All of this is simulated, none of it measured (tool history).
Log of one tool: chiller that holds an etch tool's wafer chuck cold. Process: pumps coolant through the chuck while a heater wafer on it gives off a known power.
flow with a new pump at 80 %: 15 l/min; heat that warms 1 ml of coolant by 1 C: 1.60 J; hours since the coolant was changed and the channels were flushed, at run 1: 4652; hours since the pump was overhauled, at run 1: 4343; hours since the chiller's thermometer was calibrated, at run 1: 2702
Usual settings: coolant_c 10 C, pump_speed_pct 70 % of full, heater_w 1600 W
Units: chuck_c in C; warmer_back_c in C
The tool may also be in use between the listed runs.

| run | day | coolant_c | pump_speed_pct | heater_w | hours since the coolant was changed and the channels were flushed | hours since the pump was overhauled | hours since the chiller's thermometer was calibrated | chuck_c | warmer_back_c |
|---|---|---|---|---|---|---|---|---|---|
| 1 | 0 | 10 | 70 | 1600 | 4652 | 4343 | 2702 | 23.9 | 5 |
| 2 | 4.592 | 10 | 70 | 1600 | 4762 | 4453 | 2812 | 24 | 5.03 |
| 3 | 8.733 | 10 | 70 | 1600 | 4861 | 4552 | 2912 | 24 | 5.03 |
| 4 | 11.762 | 6 | 70 | 1600 | 4934 | 4625 | 2984 | 20 | 5.11 |
| 5 | 16.575 | 6 | 70 | 1600 | 5049 | 4741 | 3100 | 20.1 | 5.08 |
| 6 | 20.546 | 6 | 70 | 1600 | 5145 | 4836 | 3195 | 20.1 | 5.09 |
| 7 | 22.779 | 17 | 70 | 1600 | 5198 | 4889 | 3249 | 31.3 | 5.14 |
| 8 | 26.871 | 17 | 70 | 879 | 5296 | 4988 | 3347 | 24.7 | 2.8 |
| 9 | 30.262 | 17 | 70 | 879 | 5378 | 5069 | 3428 | 24.8 | 2.8 |
| 10 | 34.3 | 10 | 70 | 1600 | 5475 | 5166 | 3525 | 24.2 | 5.09 |
| 11 | 38.271 | 10 | 70 | 1354 | 5570 | 5261 | 3620 | 22 | 4.25 |
| 12 | 43.05 | 10 | 70 | 1354 | 5685 | 5376 | 3735 | 22 | 4.38 |
| 13 | 47.771 | 10 | 70 | 1183 | 5798 | 5489 | 3848 | 20.5 | 3.77 |
| 14 | 51.012 | 10 | 99 | 1600 | 5876 | 5567 | 3926 | 21.2 | 3.6 |
|  | 53.262 | chiller's thermometer calibrated |
| 15 | 53.483 | 10 | 99 | 1600 | 5934 | 5625 | 5 | 21.7 | 3.61 |
| 16 | 56.617 | 10 | 70 | 1434 | 6009 | 5700 | 80 | 23.4 | 4.67 |
|  | 57.708 | coolant changed, channels flushed |
| 17 | 61.362 | 10 | 70 | 1434 | 88 | 5808 | 188 | 21.8 | 4.69 |
| 18 | 65.017 | 14 | 70 | 1749 | 175 | 5896 | 276 | 28.6 | 5.74 |
| 19 | 67.654 | 14 | 70 | 1749 | 239 | 5959 | 339 | 28.6 | 5.67 |
| 20 | 70.338 | 13 | 78 | 1571 | 303 | 6024 | 404 | 25 | 4.52 |
| 21 | 73.829 | 13 | 71 | 2197 | 387 | 6108 | 488 | 31.4 | 7.06 |
| 22 | 77.158 | 10 | 73 | 1600 | 467 | 6188 | 568 | 23.3 | 5.02 |
| 23 | 79.479 | 4 | 82 | 1600 | 523 | 6243 | 623 | 16.1 | 4.43 |
| 24 | 83.446 | 10 | 96 | 1565 | 618 | 6338 | 718 | 20.4 | 3.66 |
|  | 85.454 | coolant pump overhauled |
| 25 | 85.846 | 19 | 77 | 1565 | 670 | 9 | 771 | 30.2 | 4.11 |
| 26 | 90.442 | 19 | 77 | 1655 | 781 | 120 | 881 | 30.8 | 4.32 |
| 27 | 92.771 | 10 | 64 | 1655 | 836 | 176 | 937 | 23.7 | 5.22 |

Forecast each of these 5 alternatives for the next run:
| A | 96.771 | 6 | 67 | 1655 | 932 | 272 | 1033 | ? | ? |
| B | 96.771 | 12 | 82 | 1655 | 932 | 272 | 1033 | ? | ? |
| C | 96.771 | 3 | 60 | 1870 | 932 | 272 | 1033 | ? | ? |
| D | 96.771 | 10 | 70 | 1600 | 932 | 272 | 1033 | ? | ? |
| E | 96.771 | 4 | 70 | 1600 | 932 | 272 | 1033 | ? | ? |

| run | chuck_c | warmer_back_c |
|---|---|---|
| A | 19.3 | 4.98 |
| B | 23.3 | 4.02 |
| C | 19.2 | 6.31 |
| D | 22.4 | 4.57 |
| E | 16.2 | 4.6 |
Without the tool's hidden state the same runs would have given:
| run | chuck_c | warmer_back_c |
|---|---|---|
| A | 19.2 | 4.96 |
| B | 23.2 | 4.01 |
| C | 19.1 | 6.29 |
| D | 22.3 | 4.55 |
| E | 16.1 | 4.58 |
